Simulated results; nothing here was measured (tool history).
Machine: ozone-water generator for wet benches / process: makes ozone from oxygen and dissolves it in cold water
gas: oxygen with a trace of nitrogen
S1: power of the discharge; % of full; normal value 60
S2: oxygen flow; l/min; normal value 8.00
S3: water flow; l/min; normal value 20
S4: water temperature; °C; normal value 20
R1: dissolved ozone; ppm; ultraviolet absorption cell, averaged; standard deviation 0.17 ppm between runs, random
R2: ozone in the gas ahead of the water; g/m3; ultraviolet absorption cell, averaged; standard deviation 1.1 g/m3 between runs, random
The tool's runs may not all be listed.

run    hour  S1     S2  S3  S4    R1     R2
  1     0.0  60   8.00  20  20  19.0  155.7
       86.5  -- water thermometer calibrated
  2   137.2  60   8.00  20  20  19.2  156.5
  3   240.8  60   8.00  20  20  18.8  156.4
  4   442.7  60   8.00  20  20  18.9  155.2
  5   627.9  50   8.00  20  20  17.3  142.5
  6   745.1  60   6.45  20  20  19.3  177.2
  7   922.6  60   6.45  20  20  19.3  175.7
  8  1121.9  60   6.45  20  20  19.3  173.9
  9  1234.3  60   6.45  20  20  19.1  176.0
 10  1437.0  63   8.00  20  20  18.8  154.2
 11  1620.9  63   8.00  20  20  18.8  154.2
 12  1761.8  63   8.00  20  20  18.4  154.3
 13  1861.8  75   8.00  20  28  17.1  163.5
 14  2090.7  75   9.24  13  28  19.5  150.1
 15  2224.8  75   9.24  13  28  19.4  149.3
 16  2336.6  95   7.50  20  13  24.8  183.4
 17  2452.9  95   7.50  20  13  24.3  186.7
 18  2598.4  95  11.81  20  20  19.2  139.1
 19  2785.9  60  10.43  20  20  16.3  121.8
 20  3014.1  60  10.43  20  20  16.5  123.8
 21  3113.4  60   6.22  15  20  22.0  170.2
 22  3239.1  60   6.22  15  20  21.5  168.9
 23  3378.9  51   6.22  15  20  20.1  158.0
     3448.6  -- water thermometer calibrated
 24  3568.6  51   6.22  15  20  20.1  158.5

A few steps of R1 between consecutive runs. Split each: what settings, incoming material and random variation would produce without the hidden state, and what is left over for the hidden state, along with gauge scatter present in only one of the two compared results (measured, and without hidden state):
Unlogged tool condition in this case: yield of the discharge, % of new electrodes'; contactor's efficiency, % of a clean one's; true water temperature over the reading, C; drift of the gauge itself on ozone_ppm, %; drift of the gauge itself on gas_g_m3, %.
Run 15 -> 16: S1 75 -> 95, S2 9.24 -> 7.50, S3 13 -> 20, S4 28 -> 13. R1 +5.4 ppm: hidden state -3.2, all else +8.6.
Run 18 -> 19: S1 95 -> 60, S2 11.81 -> 10.43. R1 -2.9 ppm: hidden state +2.6, all else -5.5.
Run 20 -> 21: S2 10.43 -> 6.22, S3 20 -> 15. R1 +5.5 ppm: hidden state -2.0, all else +7.5.
